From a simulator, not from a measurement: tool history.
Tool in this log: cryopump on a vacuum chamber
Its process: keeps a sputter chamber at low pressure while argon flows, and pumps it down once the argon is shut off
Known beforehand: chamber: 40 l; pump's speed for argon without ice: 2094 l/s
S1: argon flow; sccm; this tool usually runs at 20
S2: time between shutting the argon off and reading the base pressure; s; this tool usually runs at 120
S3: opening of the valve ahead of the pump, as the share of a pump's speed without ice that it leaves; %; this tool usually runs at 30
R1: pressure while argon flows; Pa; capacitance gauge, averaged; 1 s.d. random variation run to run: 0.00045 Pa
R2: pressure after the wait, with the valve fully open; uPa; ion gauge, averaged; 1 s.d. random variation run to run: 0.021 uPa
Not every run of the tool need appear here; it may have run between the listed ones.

run,hour,S1,S2,S3,R1,R2
1,0.0,20,120,30,0.0545,0.85
2,13.0,20,120,30,0.0542,0.88
3,24.8,20,120,30,0.0552,0.93
4,37.7,20,120,30,0.0548,0.93
5,49.7,20,120,30,0.0543,0.90
6,56.6,20,30,30,0.0557,1.91
7,66.3,20,30,30,0.0546,1.90
8,80.0,20,30,30,0.0554,1.98
9,92.7,20,30,30,0.0551,2.00
10,107.9,20,30,30,0.0545,1.94
11,116.5,20,30,30,0.0542,1.97
12,131.7,21,59,23,0.0747,1.34
13,144.5,20,28,51,0.0330,2.09
14,155.3,9,22,16,0.0461,2.53
15,169.0,9,22,16,0.0457,2.52
16,176.2,9,22,16,0.0464,2.60
17,184.4,24,261,37,0.0542,0.82
18,193.8,15,25,30,0.0417,2.32

Each row is a separate what-if for the run after 18, all from the same tool condition, not one after another. Results?
A,206.0,39,23,30,?,?
B,206.0,15,241,28,?,?
C,206.0,20,120,41,?,?
D,206.0,20,120,40,?,?
E,206.0,31,198,30,?,?

run,R1,R2
A,0.1080,2.43
B,0.0443,0.95
C,0.0409,1.04
D,0.0419,1.09
E,0.0856,0.93
Take away the tool's hidden state, keep each run's random variation, and the runs would have read:
run,R1,R2
A,0.1048,1.85
B,0.0431,0.35
C,0.0392,0.47
D,0.0403,0.49
E,0.0831,0.34
